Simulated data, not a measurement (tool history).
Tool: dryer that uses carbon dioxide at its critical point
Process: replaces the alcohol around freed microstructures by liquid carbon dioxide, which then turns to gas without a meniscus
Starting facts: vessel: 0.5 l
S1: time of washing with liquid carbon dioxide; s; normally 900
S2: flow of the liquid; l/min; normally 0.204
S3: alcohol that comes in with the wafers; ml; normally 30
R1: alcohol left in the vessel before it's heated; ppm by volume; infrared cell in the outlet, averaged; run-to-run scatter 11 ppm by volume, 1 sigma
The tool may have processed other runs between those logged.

| run | day | S1 | S2 | S3 | R1 |
|---|---|---|---|---|---|
| 1 | 0.000 | 900 | 0.204 | 30 | 1137 |
| 2 | 1.075 | 900 | 0.204 | 30 | 1105 |
| 3 | 1.838 | 900 | 0.204 | 30 | 1180 |
| 4 | 2.933 | 900 | 0.204 | 30 | 1194 |
| 5 | 4.108 | 900 | 0.223 | 30 | 895 |
| 6 | 4.696 | 900 | 0.223 | 30 | 892 |
| 7 | 5.238 | 1380 | 0.259 | 35 | 211 |
| 8 | 5.962 | 900 | 0.204 | 80 | 3078 |
| 9 | 6.725 | 960 | 0.204 | 108 | 3244 |
| 10 | 7.817 | 960 | 0.182 | 74 | 3706 |
| 11 | 8.467 | 960 | 0.182 | 74 | 3632 |

3 options for the next run, each taken on its own from the tool as it stands now. Forecast them:
| A | 9.371 | 960 | 0.182 | 43 | ? |
| B | 9.371 | 780 | 0.146 | 32 | ? |
| C | 9.371 | 1200 | 0.176 | 54 | ? |

| run | R1 |
|---|---|
| A | 2315 |
| B | 6124 |
| C | 1396 |
Without the tool's unlogged condition, the same runs would have read:
| run | R1 |
|---|---|
| A | 1180 |
| B | 4080 |
| C | 601 |
